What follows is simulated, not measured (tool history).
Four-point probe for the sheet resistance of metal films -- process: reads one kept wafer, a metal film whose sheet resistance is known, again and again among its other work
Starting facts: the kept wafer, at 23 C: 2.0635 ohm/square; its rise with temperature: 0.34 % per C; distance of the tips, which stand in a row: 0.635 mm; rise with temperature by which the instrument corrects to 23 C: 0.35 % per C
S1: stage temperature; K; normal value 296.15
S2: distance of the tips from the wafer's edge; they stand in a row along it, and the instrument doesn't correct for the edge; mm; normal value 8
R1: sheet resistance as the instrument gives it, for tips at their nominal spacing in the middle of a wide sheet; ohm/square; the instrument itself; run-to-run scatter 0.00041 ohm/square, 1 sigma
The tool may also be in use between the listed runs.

| run | hour | S1 | S2 | R1 |
|---|---|---|---|---|
| 1 | 0 | 296.15 | 8 | 2.051942 |
| 2 | 70.3 | 296.15 | 8 | 2.051333 |
| 3 | 115.3 | 296.15 | 8 | 2.051531 |
| 4 | 197.9 | 296.15 | 8 | 2.05094 |
| 5 | 289 | 296.15 | 8 | 2.048128 |
| 6 | 368.1 | 296.15 | 8 | 2.068932 |
| 7 | 434.1 | 296.15 | 8 | 2.068262 |
| 8 | 525 | 294.15 | 8 | 2.067043 |
| 9 | 578.9 | 296.15 | 8 | 2.067218 |
| 10 | 619.3 | 296.15 | 8 | 2.066772 |
| 11 | 687.1 | 296.15 | 8 | 2.066593 |
| 12 | 749.2 | 306.15 | 8 | 2.063323 |
| 13 | 794.2 | 306.15 | 8 | 2.062787 |
| 14 | 884.8 | 296.15 | 8 | 2.06512 |
| 15 | 952 | 296.15 | 8 | 2.064635 |
| 16 | 1045.7 | 296.15 | 8 | 2.064685 |
| 17 | 1098.9 | 296.15 | 8 | 2.064385 |
| 18 | 1170.8 | 296.15 | 21 | 2.057552 |
| 19 | 1246 | 296.15 | 21 | 2.056793 |
| 20 | 1284.7 | 296.15 | 17 | 2.056666 |
| 21 | 1372.8 | 296.15 | 8 | 2.062249 |
| 22 | 1415.2 | 296.15 | 8 | 2.061433 |
| 23 | 1490.7 | 296.15 | 60 | 2.054703 |
| 24 | 1548.7 | 305.15 | 67 | 2.05097 |
| 25 | 1642.8 | 297.15 | 20 | 2.053076 |
| 26 | 1724.4 | 295.15 | 23 | 2.053431 |
| 27 | 1768.2 | 292.15 | 3 | 2.101207 |
| 28 | 1842.3 | 292.15 | 3 | 2.100716 |
| 29 | 1894.9 | 295.15 | 8 | 2.058133 |
| 30 | 1977.1 | 307.15 | 8 | 2.053505 |
| 31 | 2046.7 | 292.15 | 8 | 2.058221 |
| 32 | 2091.6 | 303.15 | 15 | 2.049181 |
| 33 | 2156.6 | 292.15 | 5 | 2.067765 |
| 34 | 2217.3 | 292.15 | 5 | 2.06734 |
| 35 | 2310.8 | 306.15 | 6 | 2.05675 |
| 36 | 2368.8 | 306.15 | 6 | 2.056879 |
| 37 | 2434.9 | 298.15 | 17 | 2.047834 |
| 38 | 2492.3 | 298.15 | 5 | 2.064072 |
| 39 | 2580.1 | 296.15 | 44 | 2.061329 |
| 40 | 2645.5 | 296.15 | 24 | 2.061151 |
| 41 | 2721.4 | 303.15 | 4 | 2.084878 |
| 42 | 2808.8 | 301.15 | 26 | 2.057938 |
| 43 | 2866.5 | 299.15 | 4 | 2.085148 |
| 44 | 2908.6 | 293.15 | 50 | 2.059512 |
| 45 | 3003.2 | 296.15 | 8 | 2.065272 |

Put back what was entered between runs (3 entries, withheld): which listed runs does each sit between, and how does the hidden state differ from the listed run before to the listed run after?
Run 4 -> run 5: stage's thermometer calibrated (hour 205.2)
  inner tips' distance over the nominal, %: -0.943 -> -0.975; tips' flats over new ones', %: 116 -> 120; wafer's true temperature over the reading, C: 0.17 -> -0.04
  the result without the hidden state subtracted from the measured one, R1: -0.01991 -> -0.022118 ohm/square
Run 5 -> run 6: new probe head fitted (hour 319.8)
  inner tips' distance over the nominal, %: -0.975 -> -0.062; tips' flats over new ones', %: 120 -> 3
  the result without the hidden state subtracted from the measured one, R1: -0.022118 -> -0.001646 ohm/square
Run 38 -> run 39: new probe head fitted (hour 2530.1)
  inner tips' distance over the nominal, %: -0.793 -> -0.154; tips' flats over new ones', %: 112 -> 2; wafer's true temperature over the reading, C: 0.09 -> 0.1
  the result without the hidden state subtracted from the measured one, R1: -0.017186 -> -0.002741 ohm/square

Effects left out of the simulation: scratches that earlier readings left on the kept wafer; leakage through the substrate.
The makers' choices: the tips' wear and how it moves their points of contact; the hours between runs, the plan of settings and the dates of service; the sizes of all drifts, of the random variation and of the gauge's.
